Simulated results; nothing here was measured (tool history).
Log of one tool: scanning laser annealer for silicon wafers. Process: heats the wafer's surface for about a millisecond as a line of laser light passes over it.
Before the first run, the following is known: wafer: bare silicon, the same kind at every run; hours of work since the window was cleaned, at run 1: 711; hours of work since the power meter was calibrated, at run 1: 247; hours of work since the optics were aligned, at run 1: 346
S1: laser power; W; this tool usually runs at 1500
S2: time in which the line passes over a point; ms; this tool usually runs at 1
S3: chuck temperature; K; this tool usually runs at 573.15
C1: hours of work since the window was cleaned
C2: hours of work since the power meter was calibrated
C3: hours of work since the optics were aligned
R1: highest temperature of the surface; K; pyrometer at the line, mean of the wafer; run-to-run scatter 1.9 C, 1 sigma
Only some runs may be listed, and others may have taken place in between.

run,hour,S1,S2,S3,C1,C2,C3,R1
1,0,1500,1,573.15,711,247,346,1341.15
2,53.5,1500,1.09,573.15,743,280,378,1373.15
3,104.7,1500,1.09,573.15,775,312,410,1370.15
4,134.5,1500,1.09,573.15,793,330,428,1372.15
# hour 180.6: window over the wafer cleaned
5,180.6,1500,1.09,573.15,0,357,455,1399.15
6,218.3,1500,1,573.15,23,380,478,1363.15
7,258,1500,1,576.15,47,404,502,1364.15
8,310.5,1525,1,573.15,80,436,535,1375.15
9,357.9,1500,1,573.15,109,465,564,1362.15
10,391.4,1500,1,573.15,129,486,584,1357.15
11,438.1,1500,0.97,573.15,158,515,613,1345.15
12,466,1500,1.25,573.15,175,532,630,1448.15
13,505.5,1500,1.25,573.15,199,556,654,1447.15
14,548.6,1500,0.87,573.15,225,582,680,1302.15
15,591.2,1500,0.87,573.15,252,608,707,1300.15
16,648.8,1500,0.87,573.15,287,644,742,1299.15
17,704.8,1500,1,589.15,321,678,776,1365.15
18,752.7,1445,1,589.15,351,707,805,1330.15
19,792.6,1500,1,573.15,375,732,830,1346.15
20,845.8,1579,1,573.15,408,764,863,1395.15
21,876.8,1374,1.22,590.15,427,783,882,1355.15
# hour 893.2: optics aligned, line set to its width
22,925.7,1374,1.22,590.15,453,810,20,1376.15
23,979,1374,1.22,590.15,486,843,53,1377.15
24,1019.6,1336,1,550.15,511,868,77,1232.15
25,1079.5,1430,0.9,569.15,548,904,114,1273.15
26,1128.4,1390,0.91,562.15,578,934,144,1245.15
27,1164.4,1500,1,544.15,600,957,166,1330.15
28,1200.8,1500,1,544.15,622,979,188,1325.15
29,1247.3,1500,1,544.15,651,1007,217,1326.15
30,1309.4,1373,1.21,550.15,689,1045,255,1323.15
31,1343,1386,0.73,566.15,709,1066,276,1169.15
32,1395.2,1386,0.73,566.15,741,1098,308,1167.15
33,1448.6,1386,0.73,566.15,774,1131,340,1169.15
34,1477.6,1363,0.75,579.15,792,1148,358,1173.15
35,1503.9,1288,1,573.15,808,1165,374,1216.15
# hour 1527: window over the wafer cleaned
36,1559.6,1288,1,573.15,20,1197,407,1239.15
37,1606,1288,1,573.15,48,1226,435,1237.15
38,1652,1369,0.79,586.15,77,1254,464,1223.15
39,1685.8,1579,1.02,573.15,97,1275,484,1426.15
40,1743.7,1500,0.74,573.15,133,1310,520,1258.15

4 options for the next run, each taken on its own from the tool as it stands now. Forecast them:
A,1803,1500,1.06,573.15,169,1347,556,?
B,1803,1614,1,590.15,169,1347,556,?
C,1803,1500,0.85,573.15,169,1347,556,?
D,1803,1500,0.74,579.15,169,1347,556,?

run,R1
A,1391.15
B,1455.15
C,1303.15
D,1262.15
Take away the tool's hidden state, keep each run's random variation, and the runs would have read:
run,R1
A,1403.15
B,1468.15
C,1314.15
D,1271.15

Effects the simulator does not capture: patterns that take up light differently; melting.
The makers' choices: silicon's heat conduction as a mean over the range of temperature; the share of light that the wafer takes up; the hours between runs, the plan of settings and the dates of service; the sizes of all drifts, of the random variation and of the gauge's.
